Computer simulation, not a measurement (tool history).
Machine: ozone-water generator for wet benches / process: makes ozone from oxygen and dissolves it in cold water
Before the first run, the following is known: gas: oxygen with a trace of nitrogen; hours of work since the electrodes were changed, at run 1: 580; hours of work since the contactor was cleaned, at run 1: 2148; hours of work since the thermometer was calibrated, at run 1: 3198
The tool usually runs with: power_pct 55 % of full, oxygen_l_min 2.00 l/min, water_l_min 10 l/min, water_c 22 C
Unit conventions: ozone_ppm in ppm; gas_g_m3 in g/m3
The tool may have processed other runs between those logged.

run,hour,power_pct,oxygen_l_min,water_l_min,water_c,hours of work since the electrodes were changed,hours of work since the contactor was cleaned,hours of work since the thermometer was calibrated,ozone_ppm,gas_g_m3
1,0.0,55,2.00,10,22,580,2148,3198,12.5,157.9
2,31.4,55,2.00,12,22,600,2168,3218,10.7,158.2
3,51.2,55,2.00,12,22,613,2180,3230,10.8,156.9
4,78.1,55,2.00,12,22,630,2197,3247,10.9,158.7
5,95.5,55,2.00,10,22,641,2208,3258,12.4,156.7
6,109.7,55,2.00,10,22,650,2217,3267,12.5,158.3
7,128.7,55,2.00,10,22,662,2229,3279,12.5,157.5
8,142.8,55,2.00,10,22,671,2238,3288,12.6,157.8
9,171.8,55,2.00,10,22,689,2257,3307,12.4,159.3
10,191.0,55,2.00,10,22,701,2269,3319,12.6,157.7
11,213.9,44,2.00,10,22,716,2283,3333,10.2,130.2
12,242.5,56,2.00,10,22,734,2301,3352,12.8,160.1
13,267.7,55,2.00,10,22,750,2317,3368,12.7,158.5
14,299.5,55,2.00,10,22,770,2338,3388,12.6,158.0
15,328.2,58,2.12,7,14,788,2356,3406,19.5,162.9
16,349.7,58,2.63,11,16,802,2369,3420,13.4,144.7
17,366.5,71,2.63,11,28,812,2380,3430,13.6,174.3
18,388.7,75,2.09,10,22,827,2394,3444,16.7,206.1
19,417.4,75,2.09,10,22,845,2412,3462,16.5,207.8

Run 20 has not been measured yet. What should we expect?
20,433.1,67,2.00,13,29,855,2422,3472,?,?

ozone_ppm: 10.8 ppm
gas_g_m3: 190.8 g/m3
With no hidden state in the tool, this same run would have given ozone_ppm 10.8 ppm, gas_g_m3 187.7 g/m3.

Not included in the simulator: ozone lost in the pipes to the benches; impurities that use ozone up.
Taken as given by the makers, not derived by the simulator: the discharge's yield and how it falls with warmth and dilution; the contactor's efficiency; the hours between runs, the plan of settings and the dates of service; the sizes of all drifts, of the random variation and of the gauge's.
